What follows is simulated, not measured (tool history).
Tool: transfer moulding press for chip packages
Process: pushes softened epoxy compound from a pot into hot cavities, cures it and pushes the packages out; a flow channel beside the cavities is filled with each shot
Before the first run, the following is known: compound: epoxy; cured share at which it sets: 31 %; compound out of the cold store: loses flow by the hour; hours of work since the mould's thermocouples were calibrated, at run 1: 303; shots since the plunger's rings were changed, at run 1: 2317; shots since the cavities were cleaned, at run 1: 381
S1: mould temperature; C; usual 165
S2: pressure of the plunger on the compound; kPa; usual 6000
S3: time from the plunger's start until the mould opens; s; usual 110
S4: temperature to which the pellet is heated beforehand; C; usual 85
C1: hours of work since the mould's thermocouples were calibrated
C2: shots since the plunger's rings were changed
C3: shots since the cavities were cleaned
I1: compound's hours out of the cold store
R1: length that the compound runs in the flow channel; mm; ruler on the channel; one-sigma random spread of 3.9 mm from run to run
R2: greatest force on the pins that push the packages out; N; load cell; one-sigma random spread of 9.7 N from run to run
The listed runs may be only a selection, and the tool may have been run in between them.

run	day	S1	S2	S3	S4	C1	C2	C3	I1	R1	R2
1	0.000	165	6000	110	85	303	2317	381	41.9	680	608
# day 1.100: cavities cleaned with cleaning compound and waxed
2	1.592	165	6000	91	85	326	2723	130	44.8	663	731
# day 3.488: cavities cleaned with cleaning compound and waxed
3	3.983	165	6000	91	85	360	3340	131	34.6	684	759
# day 6.004: cavities cleaned with cleaning compound and waxed
4	6.383	165	6000	91	85	395	3960	101	22.0	703	741
5	7.658	165	6000	91	85	414	4298	439	43.7	659	920
# day 8.375: cavities cleaned with cleaning compound and waxed
6	9.654	165	6000	91	85	442	4810	339	19.1	699	876
# day 10.750: cavities cleaned with cleaning compound and waxed
7	11.804	165	6000	91	85	473	5364	280	16.0	695	837
# day 12.900: plunger's sealing rings changed
# day 13.279: cavities cleaned with cleaning compound and waxed
8	13.654	165	6000	91	85	498	184	100	21.3	734	786
# day 15.662: cavities cleaned with cleaning compound and waxed
9	16.075	165	6000	110	79	533	809	109	39.1	695	528
# day 16.612: mould's thermocouples calibrated
# day 18.217: cavities cleaned with cleaning compound and waxed
10	18.238	165	6000	110	85	23	1344	6	43.5	680	431
11	19.779	162	6000	110	85	46	1753	415	42.3	694	684
# day 20.596: cavities cleaned with cleaning compound and waxed
12	22.717	162	6000	110	85	88	2515	563	42.8	687	771
# day 22.962: cavities cleaned with cleaning compound and waxed
# day 25.454: cavities cleaned with cleaning compound and waxed
13	25.625	165	6000	110	85	129	3253	46	15.3	717	467
14	27.050	164	4960	114	85	151	3630	423	14.6	643	639
# day 27.804: cavities cleaned with cleaning compound and waxed
# day 30.167: cavities cleaned with cleaning compound and waxed
15	30.167	158	5070	140	86	195	4424	0	35.4	638	468
16	32.354	165	5390	132	91	227	5003	579	21.0	656	489
# day 32.558: cavities cleaned with cleaning compound and waxed
# day 34.704: plunger's sealing rings changed
17	34.704	165	5390	132	91	259	0	542	32.2	675	518
# day 35.142: cavities cleaned with cleaning compound and waxed
# day 37.529: cavities cleaned with cleaning compound and waxed
18	37.529	169	5390	132	79	299	716	0	11.8	693	331
# day 39.962: cavities cleaned with cleaning compound and waxed
19	40.371	165	5390	132	88	340	1453	109	13.8	688	405
# day 42.404: cavities cleaned with cleaning compound and waxed
20	42.858	163	6000	110	83	376	2095	120	23.1	718	583
21	44.388	172	6630	125	78	399	2500	525	21.8	724	444

Forecast run 22:
# day 44.775: cavities cleaned with cleaning compound and waxed
22	46.929	172	6630	125	78	435	3158	571	23.9	?	?

R1: 716 mm
R2: 456 N
Had the tool carried no hidden state, the very same run would have given R1 739 mm, R2 317 N.
